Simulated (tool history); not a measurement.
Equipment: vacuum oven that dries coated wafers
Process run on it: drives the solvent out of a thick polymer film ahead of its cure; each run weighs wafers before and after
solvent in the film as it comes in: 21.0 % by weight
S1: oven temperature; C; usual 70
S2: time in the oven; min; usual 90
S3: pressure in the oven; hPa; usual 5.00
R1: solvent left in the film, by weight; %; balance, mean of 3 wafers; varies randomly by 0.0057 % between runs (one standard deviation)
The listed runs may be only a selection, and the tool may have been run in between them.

| run | hour | S1 | S2 | S3 | R1 |
|---|---|---|---|---|---|
| 1 | 0.0 | 70 | 90 | 5.00 | 0.911 |
| 2 | 23.8 | 70 | 90 | 5.00 | 0.899 |
| 3 | 59.5 | 70 | 90 | 5.00 | 0.900 |
| 4 | 81.6 | 70 | 90 | 5.00 | 0.902 |
| 5 | 117.0 | 70 | 90 | 5.00 | 0.901 |
| 6 | 135.0 | 56 | 90 | 5.00 | 4.273 |
|  | 163.5 | oven's thermocouples calibrated |
| 7 | 171.2 | 56 | 90 | 5.00 | 4.866 |
| 8 | 192.8 | 56 | 90 | 5.00 | 4.868 |
| 9 | 224.2 | 56 | 90 | 5.00 | 4.868 |
| 10 | 259.2 | 56 | 90 | 5.00 | 4.855 |
| 11 | 277.4 | 68 | 81 | 3.40 | 1.822 |
| 12 | 299.5 | 68 | 81 | 3.56 | 1.827 |
| 13 | 322.9 | 84 | 81 | 4.82 | 0.166 |
| 14 | 353.5 | 57 | 67 | 18.26 | 6.661 |
| 15 | 381.4 | 57 | 90 | 8.95 | 4.603 |
| 16 | 410.0 | 70 | 90 | 18.40 | 1.426 |
| 17 | 436.0 | 62 | 72 | 10.75 | 4.216 |

What if the next run were any one of these 5? Each begins from the tool's condition after run 17:
| A | 454.5 | 81 | 143 | 5.00 | ? |
| B | 454.5 | 55 | 96 | 4.43 | ? |
| C | 454.5 | 81 | 76 | 5.75 | ? |
| D | 454.5 | 64 | 148 | 2.62 | ? |
| E | 454.5 | 74 | 72 | 10.75 | ? |

| run | R1 |
|---|---|
| A | 0.088 |
| B | 4.758 |
| C | 0.341 |
| D | 0.694 |
| E | 1.229 |
Without the tool's hidden state the same runs would have given:
| run | R1 |
|---|---|
| A | 0.070 |
| B | 4.737 |
| C | 0.326 |
| D | 0.664 |
| E | 1.216 |

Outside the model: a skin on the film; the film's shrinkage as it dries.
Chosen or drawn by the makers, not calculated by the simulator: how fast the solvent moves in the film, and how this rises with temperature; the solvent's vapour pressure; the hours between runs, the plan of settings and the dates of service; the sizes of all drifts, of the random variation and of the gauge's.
